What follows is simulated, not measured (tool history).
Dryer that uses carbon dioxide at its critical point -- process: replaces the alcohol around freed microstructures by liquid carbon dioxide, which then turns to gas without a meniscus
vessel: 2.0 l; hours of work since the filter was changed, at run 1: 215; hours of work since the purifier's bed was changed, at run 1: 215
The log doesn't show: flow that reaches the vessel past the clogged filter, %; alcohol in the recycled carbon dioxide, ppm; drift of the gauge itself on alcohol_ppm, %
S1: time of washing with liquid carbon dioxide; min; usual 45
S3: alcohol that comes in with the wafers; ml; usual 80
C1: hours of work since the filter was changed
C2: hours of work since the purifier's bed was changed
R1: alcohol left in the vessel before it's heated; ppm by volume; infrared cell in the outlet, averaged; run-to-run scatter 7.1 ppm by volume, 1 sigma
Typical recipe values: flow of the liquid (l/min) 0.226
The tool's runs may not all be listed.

Run 1, hour 0: usual settings; C1 215; C2 215. Result: R1 425 ppm by volume.
Run 2, hour 7.6: usual settings; C1 220; C2 220. Result: R1 437 ppm by volume.
Run 3, hour 15.9: usual settings; C1 226; C2 226. Result: R1 443 ppm by volume.
Run 4, hour 24: usual settings; C1 232; C2 232. Result: R1 451 ppm by volume.
Run 5, hour 37.3: usual settings; C1 241; C2 241. Result: R1 450 ppm by volume.
Run 6, hour 44.4: usual settings but S3 81 ml; C1 246; C2 246. Result: R1 455 ppm by volume.
Run 7, hour 55.9: usual settings but S3 81 ml; C1 253; C2 253. Result: R1 471 ppm by volume.
Run 8, hour 68.4: usual settings but S3 81 ml; C1 262; C2 262. Result: R1 470 ppm by volume.
Run 9, hour 74.7: usual settings; C1 266; C2 266. Result: R1 479 ppm by volume.
Run 10, hour 88.4: usual settings; C1 276; C2 276. Result: R1 468 ppm by volume.
Run 11, hour 99.4: usual settings; C1 283; C2 283. Result: R1 474 ppm by volume.
Run 12, hour 109.7: usual settings; C1 290; C2 290. Result: R1 466 ppm by volume.
Run 13, hour 124.2: usual settings; C1 300; C2 300. Result: R1 476 ppm by volume.
Run 14, hour 138.5: usual settings but S1 37 min; C1 310; C2 310. Result: R1 1049 ppm by volume.
At hour 146.8: inlet filter changed.
Run 15, hour 147.3: usual settings but S1 64 min, flow of the liquid (l/min) 0.263; C1 0; C2 315. Result: R1 39 ppm by volume.
Run 16, hour 153.5: usual settings but S1 55 min, S3 41 ml; C1 5; C2 320. Result: R1 86 ppm by volume.
Run 17, hour 163.9: usual settings but S1 55 min, S3 41 ml; C1 12; C2 327. Result: R1 84 ppm by volume.
Run 18, hour 178.1: usual settings but S1 55 min, S3 41 ml; C1 21; C2 337. Result: R1 88 ppm by volume.
Run 19, hour 187: usual settings but S1 55 min, S3 72 ml; C1 28; C2 343. Result: R1 135 ppm by volume.
Run 20, hour 199.5: usual settings but S1 46 min, S3 72 ml; C1 36; C2 351. Result: R1 324 ppm by volume.
Run 21, hour 205.6: usual settings but flow of the liquid (l/min) 0.173, S3 72 ml; C1 40; C2 356. Result: R1 1019 ppm by volume.
Run 22, hour 219.8: usual settings but flow of the liquid (l/min) 0.191, S3 72 ml; C1 50; C2 365. Result: R1 702 ppm by volume.
Run 23, hour 229.4: usual settings but flow of the liquid (l/min) 0.212, S3 22 ml; C1 57; C2 372. Result: R1 160 ppm by volume.
Run 24, hour 236.7: usual settings but S1 53 min, flow of the liquid (l/min) 0.212, S3 21 ml; C1 62; C2 377. Result: R1 86 ppm by volume.
Run 25, hour 242.8: usual settings but S3 41 ml; C1 66; C2 381. Result: R1 219 ppm by volume.

What if the next run were any one of these 4? Each begins from the tool's condition after run 25:
Run A, hour 249.7: usual settings but flow of the liquid (l/min) 0.199, S3 63 ml; C1 71; C2 386. Result: R1 ?.
Run B, hour 249.7: usual settings but flow of the liquid (l/min) 0.312, S3 53 ml; C1 71; C2 386. Result: R1 ?.
Run C, hour 249.7: usual settings but S1 47 min, S3 103 ml; C1 71; C2 386. Result: R1 ?.
Run D, hour 249.7: usual settings but S1 69 min; C1 71; C2 386. Result: R1 ?.

run   R1
  A  542
  B   67
  C  415
  D   59
Had the tool no hidden state, the same runs would have come out as:
run   R1
  A  470
  B   36
  C  350
  D   29

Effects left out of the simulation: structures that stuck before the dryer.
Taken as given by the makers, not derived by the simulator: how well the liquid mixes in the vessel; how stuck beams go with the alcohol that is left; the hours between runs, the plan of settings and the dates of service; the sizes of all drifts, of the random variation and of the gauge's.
